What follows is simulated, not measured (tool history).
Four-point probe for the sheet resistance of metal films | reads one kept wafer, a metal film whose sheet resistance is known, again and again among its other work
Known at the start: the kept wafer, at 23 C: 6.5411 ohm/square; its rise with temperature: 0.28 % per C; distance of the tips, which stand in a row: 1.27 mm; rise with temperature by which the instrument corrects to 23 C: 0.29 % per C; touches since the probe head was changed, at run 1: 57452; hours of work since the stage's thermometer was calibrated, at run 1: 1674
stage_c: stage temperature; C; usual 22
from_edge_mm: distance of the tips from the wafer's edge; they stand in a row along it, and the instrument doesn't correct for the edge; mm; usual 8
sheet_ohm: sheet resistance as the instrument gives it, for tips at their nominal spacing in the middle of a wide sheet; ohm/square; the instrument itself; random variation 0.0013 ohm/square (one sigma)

run,hour,stage_c,from_edge_mm,touches since the probe head was changed,hours of work since the stage's thermometer was calibrated,sheet_ohm
1,0.0,22,8,57452,1674,6.583149
2,21.5,22,8,58430,1690,6.582511
3,54.3,22,8,59925,1714,6.581322
4,76.5,22,8,60934,1731,6.579949
5,116.9,22,8,62772,1761,6.580013
6,164.3,22,8,64932,1796,6.578030
7,213.7,21,8,67181,1833,6.578426
# hour 221.5: stage's thermometer calibrated
8,259.1,21,8,69224,28,6.585571
9,295.6,22,8,70888,55,6.586250
10,347.5,22,8,73250,94,6.584810
11,398.8,22,8,75583,133,6.582525
12,446.9,22,8,77773,169,6.579691
13,468.5,24,8,78758,185,6.576663
14,493.2,24,8,79882,203,6.577116
15,525.5,24,8,81354,227,6.575678
16,559.1,22,8,82881,252,6.577463
17,587.5,22,8,84176,274,6.576019
18,634.4,28,8,86311,309,6.567149
19,683.9,22,8,88566,346,6.569388
20,729.5,22,8,90639,380,6.572154
21,752.1,25,8,91670,397,6.567090
22,789.6,25,8,93377,425,6.565676
23,812.8,25,8,94435,442,6.563014
24,863.2,25,8,96726,480,6.562677
25,887.6,25,8,97841,498,6.561764
26,920.4,25,8,99330,523,6.561512
27,966.2,25,8,101415,557,6.560021
28,1001.9,19,36,103042,584,6.480842
29,1031.3,19,36,104380,606,6.481383
30,1054.4,25,53,105434,623,6.470975
31,1092.9,26,59,107184,652,6.468998
32,1129.7,26,8,108860,679,6.551823
33,1154.2,29,9,109975,698,6.529087
34,1203.2,29,9,112208,734,6.527606
35,1232.9,29,9,113560,756,6.529373
36,1265.0,24,9,115019,780,6.532108
37,1290.4,24,9,116176,799,6.531396
38,1318.3,34,58,117445,820,6.452739
39,1350.8,25,30,118928,845,6.467500
40,1403.5,25,30,121327,884,6.464236
41,1446.2,22,5,123271,916,6.675265
42,1498.7,25,5,125662,955,6.669483

Measured less the same run without the tool's hidden state. The same run-to-run variation is in both; the gauge's scatter may not be:
The hidden state here: inner tips' distance over the nominal, %; tips' flats over new ones', %; wafer's true temperature over the reading, C; drift of the gauge itself on sheet_ohm, %.
run,sheet_ohm
1,-0.045811
2,-0.046584
3,-0.047715
4,-0.048466
5,-0.049767
6,-0.051380
7,-0.053319
8,-0.043246
9,-0.044418
10,-0.046249
11,-0.048084
12,-0.049647
13,-0.050382
14,-0.051319
15,-0.052419
16,-0.053566
17,-0.054654
18,-0.056102
19,-0.057874
20,-0.059562
21,-0.060366
22,-0.061653
23,-0.062453
24,-0.064215
25,-0.065032
26,-0.066219
27,-0.067821
28,-0.068428
29,-0.069579
30,-0.070200
31,-0.071538
32,-0.073783
33,-0.074341
34,-0.076013
35,-0.077028
36,-0.078223
37,-0.079135
38,-0.079124
39,-0.080509
40,-0.082308
41,-0.086500
42,-0.088223
